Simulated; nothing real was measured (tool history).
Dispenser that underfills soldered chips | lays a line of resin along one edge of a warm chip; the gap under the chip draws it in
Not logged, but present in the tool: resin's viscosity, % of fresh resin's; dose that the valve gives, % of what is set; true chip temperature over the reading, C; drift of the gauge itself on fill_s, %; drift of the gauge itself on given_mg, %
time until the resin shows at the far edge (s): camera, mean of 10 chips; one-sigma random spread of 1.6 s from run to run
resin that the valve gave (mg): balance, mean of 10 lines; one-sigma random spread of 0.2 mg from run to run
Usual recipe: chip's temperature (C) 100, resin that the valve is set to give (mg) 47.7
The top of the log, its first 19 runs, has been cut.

run	day	chip's temperature (C)	resin that the valve is set to give (mg)	hours of work since the syringe was changed	hours of work since the valve was cleaned	hours of work since the stage was calibrated	time until the resin shows at the far edge (s)	resin that the valve gave (mg)
# day 4.692: new syringe of resin
20	4.692	113	51.0	0	70	74	98.0	47.75
21	4.904	100	48.4	3	73	77	202.4	45.15
# day 5.075: new syringe of resin
# day 5.117: dispensing valve cleaned and set on the balance
22	5.162	86	58.6	1	1	81	283.1	58.56
# day 5.521: new syringe of resin
23	5.521	100	59.7	0	6	86	147.8	59.14
24	5.750	100	59.7	3	9	89	194.2	59.70
# day 5.904: new syringe of resin
25	5.929	100	59.7	0	12	92	155.8	59.36
26	6.242	100	47.4	5	17	96	231.5	46.22
# day 6.292: new syringe of resin
27	6.433	113	46.4	2	19	99	112.7	45.63
# day 6.683: new syringe of resin
28	6.767	89	61.5	1	24	104	250.6	60.78
# day 7.088: new syringe of resin
29	7.112	102	48.3	0	29	109	143.7	47.11
30	7.438	102	48.3	5	34	114	218.7	46.93
# day 7.492: new syringe of resin
31	7.592	101	58.2	1	36	116	161.9	56.57
32	7.817	113	57.5	5	39	119	137.8	55.72
# day 7.888: new syringe of resin
33	7.983	113	57.5	1	42	122	101.8	55.78
# day 8.292: new syringe of resin
34	8.308	115	60.8	0	46	126	86.6	58.10
35	8.600	98	41.9	5	51	131	256.5	39.69

Here are 3 independent what-if runs from the current tool condition. What would each one return?
# day 8.704: new syringe of resin
A	8.842	112	55.0	2	54	134	?	?
# day 8.704: new syringe of resin
B	8.842	90	41.1	2	54	134	?	?
# day 8.704: new syringe of resin
C	8.842	102	61.2	2	54	134	?	?

run	time until the resin shows at the far edge (s)	resin that the valve gave (mg)
A	117.1	52.19
B	283.5	39.13
C	163.3	58.25
Take away the tool's hidden state, keep each run's random variation, and the runs would have read:
run	time until the resin shows at the far edge (s)	resin that the valve gave (mg)
A	102.4	54.97
B	244.9	41.22
C	143.4	61.36
